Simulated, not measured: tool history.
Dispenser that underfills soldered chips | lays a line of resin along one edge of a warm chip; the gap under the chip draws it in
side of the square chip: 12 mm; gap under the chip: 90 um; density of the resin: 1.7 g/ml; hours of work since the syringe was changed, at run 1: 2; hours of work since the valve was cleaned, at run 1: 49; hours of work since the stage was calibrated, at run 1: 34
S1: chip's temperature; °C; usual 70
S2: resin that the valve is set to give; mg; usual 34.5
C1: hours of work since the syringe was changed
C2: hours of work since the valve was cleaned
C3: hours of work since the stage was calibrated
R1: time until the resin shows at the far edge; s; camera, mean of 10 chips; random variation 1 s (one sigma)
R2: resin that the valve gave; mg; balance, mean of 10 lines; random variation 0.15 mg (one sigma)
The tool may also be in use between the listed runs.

{"run": 1, "day": 0.0, "S1": 70, "S2": 34.5, "C1": 2, "C2": 49, "C3": 34, "R1": 101.6, "R2": 33.52}
{"day": 0.238, "done": "new syringe of resin"}
{"run": 2, "day": 0.388, "S1": 70, "S2": 34.5, "C1": 3, "C2": 56, "C3": 41, "R1": 108.0, "R2": 33.61}
{"day": 0.571, "done": "new syringe of resin"}
{"day": 0.908, "done": "new syringe of resin"}
{"run": 3, "day": 0.958, "S1": 84, "S2": 34.5, "C1": 1, "C2": 65, "C3": 51, "R1": 58.3, "R2": 33.28}
{"day": 1.242, "done": "new syringe of resin"}
{"run": 4, "day": 1.4, "S1": 84, "S2": 34.5, "C1": 3, "C2": 73, "C3": 59, "R1": 64.8, "R2": 33.28}
{"day": 1.575, "done": "new syringe of resin"}
{"day": 1.879, "done": "new syringe of resin"}
{"run": 5, "day": 2.038, "S1": 70, "S2": 34.5, "C1": 3, "C2": 84, "C3": 70, "R1": 110.0, "R2": 32.84}
{"day": 2.217, "done": "new syringe of resin"}
{"day": 2.529, "done": "new syringe of resin"}
{"run": 6, "day": 2.754, "S1": 70, "S2": 34.5, "C1": 4, "C2": 97, "C3": 82, "R1": 116.5, "R2": 32.87}
{"day": 2.888, "done": "new syringe of resin"}
{"day": 3.238, "done": "new syringe of resin"}
{"run": 7, "day": 3.375, "S1": 70, "S2": 34.5, "C1": 2, "C2": 107, "C3": 93, "R1": 111.1, "R2": 32.26}
{"day": 3.546, "done": "new syringe of resin"}
{"run": 8, "day": 3.746, "S1": 70, "S2": 34.5, "C1": 4, "C2": 114, "C3": 99, "R1": 117.6, "R2": 32.21}
{"day": 3.867, "done": "new syringe of resin"}
{"day": 4.183, "done": "new syringe of resin"}
{"run": 9, "day": 4.292, "S1": 70, "S2": 34.5, "C1": 2, "C2": 123, "C3": 109, "R1": 109.2, "R2": 32.11}
{"day": 4.5, "done": "new syringe of resin"}
{"day": 4.842, "done": "new syringe of resin"}
{"run": 10, "day": 4.942, "S1": 70, "S2": 41.4, "C1": 2, "C2": 134, "C3": 120, "R1": 105.8, "R2": 38.33}
{"day": 5.192, "done": "new syringe of resin"}
{"run": 11, "day": 5.242, "S1": 70, "S2": 41.4, "C1": 1, "C2": 139, "C3": 125, "R1": 99.1, "R2": 38.19}
{"day": 5.525, "done": "dispensing valve cleaned and set on the balance"}
{"day": 5.6, "done": "new syringe of resin"}
{"run": 12, "day": 5.646, "S1": 70, "S2": 41.4, "C1": 1, "C2": 2, "C3": 131, "R1": 101.6, "R2": 41.36}
{"day": 5.933, "done": "new syringe of resin"}
{"run": 13, "day": 5.95, "S1": 56, "S2": 42.4, "C1": 0, "C2": 7, "C3": 136, "R1": 173.1, "R2": 42.62}
{"day": 6.242, "done": "new syringe of resin"}
{"run": 14, "day": 6.279, "S1": 56, "S2": 42.4, "C1": 1, "C2": 13, "C3": 142, "R1": 176.5, "R2": 42.13}
{"day": 6.571, "done": "new syringe of resin"}
{"run": 15, "day": 6.592, "S1": 57, "S2": 42.4, "C1": 0, "C2": 18, "C3": 147, "R1": 165.6, "R2": 42.44}
{"day": 6.896, "done": "new syringe of resin"}
{"run": 16, "day": 7.083, "S1": 64, "S2": 44.5, "C1": 3, "C2": 27, "C3": 156, "R1": 142.3, "R2": 43.87}
{"day": 7.221, "done": "new syringe of resin"}
{"day": 7.542, "done": "new syringe of resin"}
{"run": 17, "day": 7.771, "S1": 73, "S2": 34.3, "C1": 4, "C2": 39, "C3": 168, "R1": 104.8, "R2": 33.83}

Forecast each of these 3 alternatives for the next run:
{"day": 7.85, "done": "new syringe of resin"}
{"run": "A", "day": 8.133, "S1": 68, "S2": 41.1, "C1": 5, "C2": 45, "C3": 174, "R1": "?", "R2": "?"}
{"day": 7.85, "done": "new syringe of resin"}
{"run": "B", "day": 8.133, "S1": 61, "S2": 36.1, "C1": 5, "C2": 45, "C3": 174, "R1": "?", "R2": "?"}
{"day": 7.85, "done": "new syringe of resin"}
{"run": "C", "day": 8.133, "S1": 63, "S2": 29.9, "C1": 5, "C2": 45, "C3": 174, "R1": "?", "R2": "?"}

run=A R1=135.5 R2=40.57
run=B R1=181.4 R2=35.21
run=C R1=171.6 R2=29.17
Without the tool's hidden state the same runs would have given:
run=A R1=102.5 R2=41.45
run=B R1=137.0 R2=35.98
run=C R1=129.0 R2=29.81
